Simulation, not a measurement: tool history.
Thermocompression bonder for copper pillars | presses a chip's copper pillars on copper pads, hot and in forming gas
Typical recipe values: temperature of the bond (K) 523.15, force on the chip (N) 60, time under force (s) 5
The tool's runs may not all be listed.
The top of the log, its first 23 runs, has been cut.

run   hour  temperature of the bond (K)  force on the chip (N)  time under force (s)  force that shears a chip off (N)
 24  316.4                       496.15                     46                     7                              29.8
 25  329.3                       496.15                     46                     7                              30.5
 26  345.2                       547.15                     46                     3                              44.5
 27  360.3                       547.15                     46                     3                              44.2
 28  370.0                       535.15                     60                     5                              56.1
 29  378.9                       548.15                     66                     9                              78.8
     380.8  -- forming gas filter changed
 30  388.2                       531.15                     56                     5                              56.8
 31  402.2                       533.15                     82                    10                              87.7
 32  416.6                       523.15                     65                     5                              57.8
 33  433.6                       548.15                     61                     3                              59.0
 34  444.6                       499.15                     45                    12                              39.9

Forecast each of these 3 alternatives for the next run:
  A  458.4                       499.15                     45                     4                                 ?
  B  458.4                       496.15                     42                     5                                 ?
  C  458.4                       524.15                     38                     4                                 ?

run  force that shears a chip off (N)
  A                              25.7
  B                              24.7
  C                              31.9
Without the tool's hidden state the same runs would have given:
run  force that shears a chip off (N)
  A                              28.1
  B                              27.0
  C                              34.6

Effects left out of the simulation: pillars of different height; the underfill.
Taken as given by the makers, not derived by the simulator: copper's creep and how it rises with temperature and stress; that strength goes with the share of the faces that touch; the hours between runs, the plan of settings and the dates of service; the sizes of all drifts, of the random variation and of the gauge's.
